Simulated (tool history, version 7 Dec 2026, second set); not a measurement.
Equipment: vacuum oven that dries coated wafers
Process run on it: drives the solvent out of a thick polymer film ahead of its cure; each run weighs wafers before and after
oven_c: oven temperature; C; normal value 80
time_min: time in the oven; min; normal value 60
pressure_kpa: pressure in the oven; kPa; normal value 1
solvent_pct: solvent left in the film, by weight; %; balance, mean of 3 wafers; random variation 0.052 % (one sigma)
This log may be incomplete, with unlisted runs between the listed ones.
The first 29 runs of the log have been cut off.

run	hour	oven_c	time_min	pressure_kpa	solvent_pct
30	1897	80	59	0.95	1.99
31	1941.4	80	43	1.22	3.03
# hour 1987.6: vacuum gauge cleaned of residue and calibrated
32	1987.6	72	84	0.89	2.58
33	2075.2	68	87	1.23	4.28
34	2153.7	68	87	1.23	4.28
35	2221.1	68	87	1.23	4.21
36	2304.7	95	92	1.94	0.75
37	2359	95	92	1.94	0.72
38	2425.2	80	60	3.08	2.83
39	2514.4	80	53	0.62	1.82
40	2603.6	80	60	3.62	3.29
41	2642.8	73	99	0.58	1.81
42	2685	73	99	0.58	1.86

5 ways to go on from here, each from the tool as it stands after run 42. What would each give?
A	2754.4	85	60	0.73	?
B	2754.4	87	48	0.58	?
C	2754.4	73	31	2.98	?
D	2754.4	88	70	0.61	?
E	2754.4	79	78	0.83	?

run	solvent_pct
A	0.85
B	0.74
C	7.78
D	0.47
E	1.33
Stripped of hidden state, with their random variation kept, the same runs would have yielded:
run	solvent_pct
A	0.65
B	0.53
C	7.21
D	0.37
E	1.04

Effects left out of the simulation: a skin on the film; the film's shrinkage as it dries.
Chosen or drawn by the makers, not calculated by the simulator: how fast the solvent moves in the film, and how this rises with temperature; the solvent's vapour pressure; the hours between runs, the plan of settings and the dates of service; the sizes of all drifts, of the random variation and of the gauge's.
